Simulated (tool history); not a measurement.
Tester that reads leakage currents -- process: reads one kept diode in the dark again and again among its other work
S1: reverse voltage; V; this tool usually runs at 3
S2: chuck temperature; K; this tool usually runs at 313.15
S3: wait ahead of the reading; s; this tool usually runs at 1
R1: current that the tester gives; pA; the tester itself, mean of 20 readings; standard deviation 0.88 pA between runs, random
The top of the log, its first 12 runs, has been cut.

-- hour=1633.3 tester calibrated
run 13 hour=1644 | S1=12.38 S2=313.15 S3=1 | R1=618.4
run 14 hour=1785.7 | S1=12.38 S2=313.15 S3=1 | R1=607.95
run 15 hour=1884.7 | S1=3 S2=313.15 S3=1 | R1=283.1
run 16 hour=2062.6 | S1=3 S2=313.15 S3=1 | R1=280.1
run 17 hour=2156.3 | S1=3 S2=313.15 S3=1 | R1=277.69
run 18 hour=2262.3 | S1=3 S2=313.15 S3=1 | R1=277.65
run 19 hour=2446.7 | S1=3 S2=311.15 S3=1 | R1=233.31
run 20 hour=2550 | S1=3 S2=321.15 S3=9.11 | R1=490.71
run 21 hour=2655.5 | S1=3 S2=321.15 S3=9.11 | R1=491.69
run 22 hour=2828.3 | S1=1.52 S2=294.15 S3=3.31 | R1=39.63
run 23 hour=2961.6 | S1=3.02 S2=308.15 S3=0.83 | R1=180.21
run 24 hour=3154.3 | S1=3.02 S2=308.15 S3=1.23 | R1=179.13

What will run 25 give?
run 25 hour=3234.4 | S1=3.83 S2=304.15 S3=1 | R1=?

{"run 25": {"R1": 146.47}}
If the tool had no hidden condition, the same run with the same run-to-run variation would have returned R1 164.24 pA.
